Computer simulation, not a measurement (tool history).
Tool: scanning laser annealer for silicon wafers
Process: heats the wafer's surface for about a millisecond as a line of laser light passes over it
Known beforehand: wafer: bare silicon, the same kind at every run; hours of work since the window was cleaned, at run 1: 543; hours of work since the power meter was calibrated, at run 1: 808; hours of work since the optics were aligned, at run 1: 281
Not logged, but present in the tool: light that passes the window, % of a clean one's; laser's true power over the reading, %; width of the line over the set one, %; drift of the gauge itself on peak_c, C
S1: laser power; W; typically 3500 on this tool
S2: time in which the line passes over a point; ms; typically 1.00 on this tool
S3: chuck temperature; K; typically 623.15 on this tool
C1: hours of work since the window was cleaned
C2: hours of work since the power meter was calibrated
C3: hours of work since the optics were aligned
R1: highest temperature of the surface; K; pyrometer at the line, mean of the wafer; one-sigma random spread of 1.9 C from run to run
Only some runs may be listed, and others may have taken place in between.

run 1 hour=0.0 | S1=3500 S2=1.00 S3=623.15 | C1=543 C2=808 C3=281 | R1=1425.15
run 2 hour=14.4 | S1=3500 S2=1.00 S3=623.15 | C1=554 C2=818 C3=291 | R1=1424.15
run 3 hour=37.8 | S1=3500 S2=1.00 S3=623.15 | C1=572 C2=836 C3=309 | R1=1420.15
run 4 hour=65.3 | S1=3500 S2=1.00 S3=623.15 | C1=592 C2=856 C3=329 | R1=1419.15
run 5 hour=87.1 | S1=3500 S2=1.00 S3=623.15 | C1=608 C2=873 C3=345 | R1=1418.15
run 6 hour=107.9 | S1=3500 S2=0.92 S3=623.15 | C1=624 C2=888 C3=361 | R1=1378.15
run 7 hour=124.2 | S1=3500 S2=0.92 S3=623.15 | C1=636 C2=900 C3=373 | R1=1382.15
run 8 hour=145.9 | S1=3500 S2=0.92 S3=623.15 | C1=652 C2=916 C3=389 | R1=1380.15
run 9 hour=173.0 | S1=3500 S2=0.92 S3=623.15 | C1=672 C2=936 C3=409 | R1=1377.15
run 10 hour=192.6 | S1=3500 S2=0.92 S3=623.15 | C1=687 C2=951 C3=424 | R1=1373.15
run 11 hour=217.2 | S1=3500 S2=0.92 S3=623.15 | C1=705 C2=969 C3=442 | R1=1375.15
run 12 hour=241.7 | S1=3500 S2=0.88 S3=623.15 | C1=723 C2=987 C3=460 | R1=1352.15
run 13 hour=266.7 | S1=3500 S2=0.88 S3=623.15 | C1=742 C2=1006 C3=479 | R1=1348.15
run 14 hour=280.4 | S1=3500 S2=0.88 S3=623.15 | C1=752 C2=1016 C3=489 | R1=1350.15
run 15 hour=309.4 | S1=3500 S2=0.88 S3=623.15 | C1=773 C2=1038 C3=511 | R1=1351.15
run 16 hour=324.8 | S1=3500 S2=0.88 S3=623.15 | C1=785 C2=1049 C3=522 | R1=1349.15
run 17 hour=344.7 | S1=3500 S2=0.88 S3=623.15 | C1=800 C2=1064 C3=537 | R1=1346.15
-- hour=352.9 window over the wafer cleaned
run 18 hour=368.0 | S1=3500 S2=1.00 S3=601.15 | C1=11 C2=1080 C3=553 | R1=1423.15
run 19 hour=389.1 | S1=3500 S2=1.00 S3=601.15 | C1=27 C2=1095 C3=568 | R1=1426.15
run 20 hour=406.1 | S1=3500 S2=1.00 S3=630.15 | C1=39 C2=1108 C3=581 | R1=1454.15
run 21 hour=430.7 | S1=3500 S2=1.00 S3=630.15 | C1=58 C2=1126 C3=599 | R1=1451.15
run 22 hour=444.5 | S1=3500 S2=1.00 S3=630.15 | C1=68 C2=1137 C3=610 | R1=1454.15
run 23 hour=457.1 | S1=3659 S2=1.15 S3=606.15 | C1=77 C2=1146 C3=619 | R1=1545.15
run 24 hour=485.6 | S1=3659 S2=1.15 S3=606.15 | C1=99 C2=1167 C3=640 | R1=1547.15
run 25 hour=504.2 | S1=3727 S2=0.90 S3=619.15 | C1=112 C2=1181 C3=654 | R1=1459.15
run 26 hour=531.1 | S1=3628 S2=1.00 S3=585.15 | C1=132 C2=1201 C3=674 | R1=1440.15
run 27 hour=555.3 | S1=3475 S2=1.04 S3=585.15 | C1=150 C2=1219 C3=692 | R1=1405.15
run 28 hour=576.4 | S1=3811 S2=1.03 S3=616.15 | C1=166 C2=1235 C3=708 | R1=1542.15
run 29 hour=596.7 | S1=3811 S2=1.03 S3=616.15 | C1=181 C2=1250 C3=723 | R1=1542.15
run 30 hour=623.7 | S1=3051 S2=0.99 S3=655.15 | C1=201 C2=1270 C3=743 | R1=1327.15
run 31 hour=643.2 | S1=3601 S2=0.75 S3=651.15 | C1=216 C2=1284 C3=757 | R1=1364.15
run 32 hour=655.9 | S1=3601 S2=0.75 S3=651.15 | C1=225 C2=1294 C3=767 | R1=1361.15
run 33 hour=686.7 | S1=3601 S2=0.73 S3=643.15 | C1=248 C2=1317 C3=790 | R1=1344.15
run 34 hour=710.2 | S1=3615 S2=0.75 S3=587.15 | C1=266 C2=1334 C3=807 | R1=1299.15
run 35 hour=728.2 | S1=3712 S2=1.07 S3=610.15 | C1=279 C2=1348 C3=820 | R1=1515.15
run 36 hour=758.7 | S1=3712 S2=1.07 S3=610.15 | C1=302 C2=1370 C3=843 | R1=1513.15
run 37 hour=781.0 | S1=3712 S2=1.07 S3=610.15 | C1=318 C2=1387 C3=860 | R1=1509.15
run 38 hour=797.3 | S1=3712 S2=1.07 S3=610.15 | C1=330 C2=1399 C3=872 | R1=1514.15
run 39 hour=821.8 | S1=3500 S2=1.03 S3=633.15 | C1=349 C2=1417 C3=890 | R1=1444.15
run 40 hour=837.2 | S1=3377 S2=0.99 S3=634.15 | C1=360 C2=1429 C3=902 | R1=1389.15
run 41 hour=868.1 | S1=3256 S2=1.14 S3=634.15 | C1=383 C2=1452 C3=925 | R1=1414.15

Consider 3 possible next runs. They are alternatives, not a sequence: every one starts from the tool as it was left by run 41. What does each give?
run A hour=894.4 | S1=3648 S2=0.79 S3=640.15 | C1=403 C2=1471 C3=944 | R1=?
run B hour=894.4 | S1=3399 S2=0.97 S3=646.15 | C1=403 C2=1471 C3=944 | R1=?
run C hour=894.4 | S1=3433 S2=1.14 S3=634.15 | C1=403 C2=1471 C3=944 | R1=?

run=A R1=1375.15
run=B R1=1396.15
run=C R1=1470.15
Without the tool's hidden state the same runs would have given:
run=A R1=1409.15
run=B R1=1431.15
run=C R1=1509.15
